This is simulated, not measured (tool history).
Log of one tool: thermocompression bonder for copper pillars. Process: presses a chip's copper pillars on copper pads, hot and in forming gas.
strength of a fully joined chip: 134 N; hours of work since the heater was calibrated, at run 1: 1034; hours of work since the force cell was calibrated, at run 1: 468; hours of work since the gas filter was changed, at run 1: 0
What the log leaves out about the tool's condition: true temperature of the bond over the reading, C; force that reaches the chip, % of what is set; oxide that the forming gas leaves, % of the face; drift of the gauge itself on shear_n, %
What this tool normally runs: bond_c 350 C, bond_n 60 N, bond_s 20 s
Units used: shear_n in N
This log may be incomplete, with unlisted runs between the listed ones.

| run | hour | bond_c | bond_n | bond_s | hours of work since the heater was calibrated | hours of work since the force cell was calibrated | hours of work since the gas filter was changed | shear_n |
|---|---|---|---|---|---|---|---|---|
| 1 | 0 | 350 | 60 | 20 | 1034 | 468 | 0 | 63.5 |
| 2 | 48.6 | 350 | 60 | 20 | 1064 | 497 | 30 | 63.5 |
| 3 | 73 | 350 | 37 | 20 | 1079 | 512 | 45 | 41.7 |
| 4 | 94.9 | 380 | 60 | 20 | 1092 | 526 | 58 | 79.5 |
| 5 | 127.1 | 380 | 60 | 20 | 1112 | 545 | 78 | 79.3 |
| 6 | 169.2 | 350 | 60 | 59 | 1138 | 571 | 103 | 88.8 |
| 7 | 200.3 | 350 | 60 | 14 | 1157 | 590 | 122 | 55 |
| 8 | 231.9 | 350 | 60 | 20 | 1176 | 609 | 142 | 63.3 |
| 9 | 276.1 | 350 | 42 | 14 | 1203 | 636 | 169 | 40.4 |
| 10 | 307.6 | 378 | 42 | 31 | 1222 | 656 | 188 | 69.4 |
| 11 | 348.5 | 378 | 42 | 31 | 1247 | 681 | 213 | 69.2 |
| 12 | 398 | 372 | 60 | 19 | 1278 | 711 | 243 | 72.7 |
| 13 | 443 | 375 | 41 | 16 | 1305 | 738 | 271 | 51.9 |
| 14 | 476.5 | 375 | 41 | 16 | 1326 | 759 | 291 | 51.1 |
| 15 | 503.3 | 375 | 41 | 16 | 1342 | 775 | 307 | 51.2 |
| 16 | 544.1 | 375 | 41 | 16 | 1367 | 800 | 332 | 51.5 |

Hidden state or all else? Some run-to-run changes of shear_n, split into what the settings, what came in and random variation would give without the hidden state, and what is left for the hidden state (with any gauge scatter that isn't in both results):
Run 2 -> 3: bond_n 60 -> 37. shear_n -21.8 N: hidden state -1, all else -20.8.
Run 3 -> 4: bond_c 350 -> 380, bond_n 37 -> 60. shear_n +37.8 N: hidden state +0.9, all else +36.9.
